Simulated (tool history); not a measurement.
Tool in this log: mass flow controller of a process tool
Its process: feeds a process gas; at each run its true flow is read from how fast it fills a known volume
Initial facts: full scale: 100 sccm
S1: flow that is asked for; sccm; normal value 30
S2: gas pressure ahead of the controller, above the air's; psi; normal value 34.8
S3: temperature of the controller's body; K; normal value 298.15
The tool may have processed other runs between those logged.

{"run": 1, "hour": 0.0, "S1": 30, "S2": 34.8, "S3": 298.15, "true flow (%)": 94.35}
{"run": 2, "hour": 208.2, "S1": 30, "S2": 34.8, "S3": 298.15, "true flow (%)": 94.22}
{"run": 3, "hour": 534.3, "S1": 52, "S2": 34.8, "S3": 298.15, "true flow (%)": 94.75}
{"run": 4, "hour": 740.2, "S1": 30, "S2": 35.7, "S3": 298.15, "true flow (%)": 93.8}
{"run": 5, "hour": 992.5, "S1": 30, "S2": 34.8, "S3": 298.15, "true flow (%)": 93.65}
{"run": 6, "hour": 1215.8, "S1": 30, "S2": 34.8, "S3": 298.15, "true flow (%)": 93.54}
{"run": 7, "hour": 1679.9, "S1": 30, "S2": 36.5, "S3": 298.15, "true flow (%)": 93.28}
{"run": 8, "hour": 2129.2, "S1": 30, "S2": 36.5, "S3": 298.15, "true flow (%)": 93.01}
{"run": 9, "hour": 2420.0, "S1": 30, "S2": 36.5, "S3": 298.15, "true flow (%)": 92.8}
{"hour": 2887.7, "done": "controller exchanged for a calibrated one"}
{"run": 10, "hour": 2888.0, "S1": 27, "S2": 34.8, "S3": 298.15, "true flow (%)": 100.09}
{"run": 11, "hour": 3303.2, "S1": 27, "S2": 34.8, "S3": 298.15, "true flow (%)": 99.75}
{"run": 12, "hour": 3543.2, "S1": 30, "S2": 34.8, "S3": 302.15, "true flow (%)": 99.62}
{"run": 13, "hour": 3873.3, "S1": 30, "S2": 34.8, "S3": 302.15, "true flow (%)": 99.64}
{"run": 14, "hour": 4120.5, "S1": 30, "S2": 34.8, "S3": 302.15, "true flow (%)": 99.47}
{"run": 15, "hour": 4339.8, "S1": 30, "S2": 34.8, "S3": 294.15, "true flow (%)": 99.07}
{"run": 16, "hour": 4808.6, "S1": 30, "S2": 34.8, "S3": 294.15, "true flow (%)": 98.8}
{"run": 17, "hour": 5149.1, "S1": 30, "S2": 34.8, "S3": 294.15, "true flow (%)": 98.63}
{"run": 18, "hour": 5491.0, "S1": 30, "S2": 34.8, "S3": 294.15, "true flow (%)": 98.31}

Run 19, settings as shown, results not yet in. Your forecast:
{"run": 19, "hour": 5742.9, "S1": 30, "S2": 39.3, "S3": 298.15, "true flow (%)": "?"}

{"run 19": {"true flow (%)": 98.33}}
Minus the tool's unlogged condition, the same run would have read true flow (%) 99.97.
